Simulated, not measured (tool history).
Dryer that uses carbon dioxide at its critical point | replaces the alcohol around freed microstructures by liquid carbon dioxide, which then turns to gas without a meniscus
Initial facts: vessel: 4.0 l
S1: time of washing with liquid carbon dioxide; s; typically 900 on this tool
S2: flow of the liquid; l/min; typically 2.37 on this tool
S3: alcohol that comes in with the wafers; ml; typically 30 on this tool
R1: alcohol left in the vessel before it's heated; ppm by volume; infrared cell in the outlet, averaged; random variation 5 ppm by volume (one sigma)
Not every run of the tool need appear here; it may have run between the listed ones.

| run | hour | S1 | S2 | S3 | R1 |
|---|---|---|---|---|---|
| 1 | 0 | 900 | 2.37 | 30 | 11 |
| 2 | 19.3 | 900 | 2.41 | 30 | 17 |
| 3 | 32.7 | 1020 | 2.37 | 30 | 9 |
| 4 | 43.6 | 1020 | 2.37 | 30 | 14 |
| 5 | 54.5 | 1020 | 2.37 | 30 | 18 |
| 6 | 73.2 | 1020 | 2.37 | 30 | 25 |
| 7 | 89.7 | 1020 | 2.37 | 30 | 18 |
| 8 | 110.7 | 1020 | 2.37 | 30 | 23 |
| 9 | 126.2 | 1020 | 2.37 | 30 | 31 |
| 10 | 144.7 | 1020 | 2.37 | 30 | 26 |
| 11 | 161.2 | 900 | 2.3 | 30 | 37 |
| 12 | 174.8 | 900 | 2.51 | 30 | 45 |
| 13 | 187.9 | 900 | 2.37 | 30 | 40 |
| 14 | 198.7 | 900 | 1.64 | 30 | 150 |
| 15 | 209.8 | 900 | 2.73 | 30 | 41 |
| 16 | 230.8 | 900 | 2.73 | 30 | 39 |
| 17 | 246.6 | 900 | 2.04 | 40 | 108 |
|  | 251.4 | inlet filter changed |
| 18 | 267.8 | 840 | 2.04 | 22 | 53 |
| 19 | 285.2 | 840 | 2.66 | 20 | 44 |
| 20 | 295.2 | 900 | 2.37 | 45 | 52 |
| 21 | 316.6 | 1020 | 2.45 | 55 | 54 |
| 22 | 334.6 | 660 | 3.99 | 42 | 52 |
| 23 | 353.3 | 600 | 2.26 | 65 | 339 |
| 24 | 363.3 | 900 | 1.8 | 28 | 105 |
| 25 | 377.8 | 720 | 3.11 | 30 | 64 |
| 26 | 397.2 | 720 | 3.11 | 30 | 57 |
| 27 | 406.6 | 900 | 2.02 | 26 | 86 |
| 28 | 419.8 | 900 | 2.91 | 28 | 65 |
| 29 | 435.3 | 1020 | 2.91 | 47 | 59 |
| 30 | 457.7 | 1260 | 2.07 | 30 | 63 |
| 31 | 473.7 | 1320 | 3.23 | 30 | 69 |

Below are 5 alternative next runs, each starting from the tool's condition after run 31. Predict each:
| A | 493 | 1200 | 3.26 | 30 | ? |
| B | 493 | 1440 | 3.22 | 30 | ? |
| C | 493 | 660 | 1.69 | 53 | ? |
| D | 493 | 1080 | 3.23 | 30 | ? |
| E | 493 | 1320 | 1.52 | 30 | ? |

| run | R1 |
|---|---|
| A | 64 |
| B | 64 |
| C | 706 |
| D | 69 |
| E | 91 |
What these runs would have given with no unlogged condition in the tool:
| run | R1 |
|---|---|
| A | 5 |
| B | 7 |
| C | 390 |
| D | 10 |
| E | 15 |
